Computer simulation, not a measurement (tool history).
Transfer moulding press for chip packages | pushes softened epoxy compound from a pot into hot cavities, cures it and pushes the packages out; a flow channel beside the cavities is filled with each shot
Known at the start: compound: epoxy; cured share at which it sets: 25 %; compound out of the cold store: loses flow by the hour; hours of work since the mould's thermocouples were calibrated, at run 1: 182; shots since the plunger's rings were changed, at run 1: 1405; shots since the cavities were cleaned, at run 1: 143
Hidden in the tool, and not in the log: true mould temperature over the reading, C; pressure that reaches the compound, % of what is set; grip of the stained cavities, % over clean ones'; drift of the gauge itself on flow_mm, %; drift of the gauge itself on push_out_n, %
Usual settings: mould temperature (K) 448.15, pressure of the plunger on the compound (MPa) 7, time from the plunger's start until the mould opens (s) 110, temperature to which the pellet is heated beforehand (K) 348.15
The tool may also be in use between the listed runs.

| run | hour | mould temperature (K) | pressure of the plunger on the compound (MPa) | time from the plunger's start until the mould opens (s) | temperature to which the pellet is heated beforehand (K) | hours of work since the mould's thermocouples were calibrated | shots since the plunger's rings were changed | shots since the cavities were cleaned | incoming compound's hours out of the cold store | length that the compound runs in the flow channel (mm) | greatest force on the pins that push the packages out (N) |
|---|---|---|---|---|---|---|---|---|---|---|---|
| 1 | 0 | 448.15 | 7 | 110 | 348.15 | 182 | 1405 | 143 | 36.7 | 559 | 424 |
| 2 | 18.4 | 448.15 | 7 | 110 | 348.15 | 189 | 1527 | 265 | 9.7 | 613 | 452 |
| 3 | 39.1 | 448.15 | 7 | 110 | 348.15 | 198 | 1665 | 403 | 14.7 | 598 | 483 |
|  | 50.4 | cavities cleaned with cleaning compound and waxed |
| 4 | 63.1 | 448.15 | 7 | 110 | 339.15 | 207 | 1815 | 84 | 40.9 | 553 | 400 |
| 5 | 83.8 | 448.15 | 7 | 110 | 356.15 | 215 | 1953 | 222 | 41.8 | 551 | 398 |
| 6 | 95.2 | 448.15 | 7 | 110 | 356.15 | 220 | 2029 | 298 | 15.3 | 599 | 422 |
| 7 | 115.1 | 448.15 | 7 | 110 | 356.15 | 228 | 2161 | 430 | 45.5 | 543 | 440 |
|  | 121.2 | cavities cleaned with cleaning compound and waxed |
| 8 | 134.5 | 448.15 | 7 | 110 | 356.15 | 235 | 2280 | 88 | 47.3 | 536 | 371 |
| 9 | 156.2 | 447.15 | 7 | 110 | 356.15 | 244 | 2425 | 233 | 37.1 | 557 | 443 |
| 10 | 170.9 | 447.15 | 7 | 110 | 356.15 | 250 | 2523 | 331 | 32.6 | 561 | 469 |
| 11 | 188.8 | 448.15 | 7 | 110 | 348.15 | 257 | 2642 | 450 | 12.7 | 601 | 461 |
|  | 193.1 | cavities cleaned with cleaning compound and waxed |
| 12 | 204.4 | 448.15 | 7 | 110 | 348.15 | 262 | 2736 | 75 | 31.4 | 563 | 390 |
| 13 | 216.7 | 448.15 | 7 | 110 | 348.15 | 267 | 2818 | 157 | 36 | 557 | 402 |
| 14 | 231.1 | 448.15 | 7 | 110 | 348.15 | 273 | 2914 | 253 | 11.5 | 600 | 454 |
| 15 | 249.3 | 448.15 | 5.55 | 110 | 348.15 | 280 | 3035 | 374 | 14.6 | 529 | 450 |
|  | 265.2 | cavities cleaned with cleaning compound and waxed |
| 16 | 266.2 | 448.15 | 5.55 | 110 | 348.15 | 287 | 3137 | 7 | 12.9 | 534 | 398 |
| 17 | 279.1 | 448.15 | 5.55 | 110 | 348.15 | 292 | 3223 | 93 | 22.1 | 514 | 420 |
|  | 290.3 | plunger's sealing rings changed |
| 18 | 297.3 | 441.15 | 5.91 | 91 | 351.15 | 298 | 47 | 198 | 25.3 | 564 | 1159 |
| 19 | 310.7 | 441.15 | 5.91 | 91 | 351.15 | 304 | 136 | 287 | 17.8 | 573 | 1184 |
| 20 | 332.6 | 441.15 | 5.91 | 91 | 351.15 | 312 | 282 | 433 | 11.4 | 587 | 1260 |
|  | 339.8 | cavities cleaned with cleaning compound and waxed |
| 21 | 357.8 | 448.15 | 7.23 | 102 | 348.15 | 322 | 439 | 119 | 41.3 | 572 | 456 |
| 22 | 374.9 | 448.15 | 7.23 | 102 | 348.15 | 329 | 553 | 233 | 33.6 | 582 | 511 |
| 23 | 395.7 | 448.15 | 7.23 | 102 | 348.15 | 337 | 692 | 372 | 21.2 | 608 | 532 |
| 24 | 406.1 | 448.15 | 7.23 | 102 | 348.15 | 341 | 761 | 441 | 22.3 | 600 | 560 |
|  | 410.7 | cavities cleaned with cleaning compound and waxed |
| 25 | 430 | 442.15 | 7.73 | 93 | 348.15 | 350 | 911 | 129 | 18.1 | 653 | 978 |
| 26 | 440.3 | 448.15 | 5.93 | 104 | 348.15 | 355 | 979 | 197 | 41.5 | 513 | 443 |
| 27 | 457.5 | 448.15 | 5.93 | 104 | 348.15 | 362 | 1093 | 311 | 42.3 | 511 | 489 |
| 28 | 475.2 | 448.15 | 5.93 | 104 | 348.15 | 369 | 1211 | 429 | 28.4 | 534 | 526 |
|  | 482.7 | cavities cleaned with cleaning compound and waxed |
| 29 | 487.5 | 444.15 | 7 | 120 | 348.15 | 373 | 1283 | 32 | 47.2 | 556 | 420 |

Forecast each of these 3 alternatives for the next run:
| A | 512 | 444.15 | 6.39 | 120 | 344.15 | 383 | 1447 | 196 | 21.5 | ? | ? |
| B | 512 | 448.15 | 7 | 110 | 347.15 | 383 | 1447 | 196 | 17.6 | ? | ? |
| C | 512 | 444.15 | 5.7 | 120 | 345.15 | 383 | 1447 | 196 | 43.4 | ? | ? |

| run | length that the compound runs in the flow channel (mm) | greatest force on the pins that push the packages out (N) |
|---|---|---|
| A | 578 | 485 |
| B | 603 | 431 |
| C | 507 | 486 |
Without the tool's hidden state the same runs would have given:
| run | length that the compound runs in the flow channel (mm) | greatest force on the pins that push the packages out (N) |
|---|---|---|
| A | 584 | 417 |
| B | 610 | 371 |
| C | 512 | 418 |
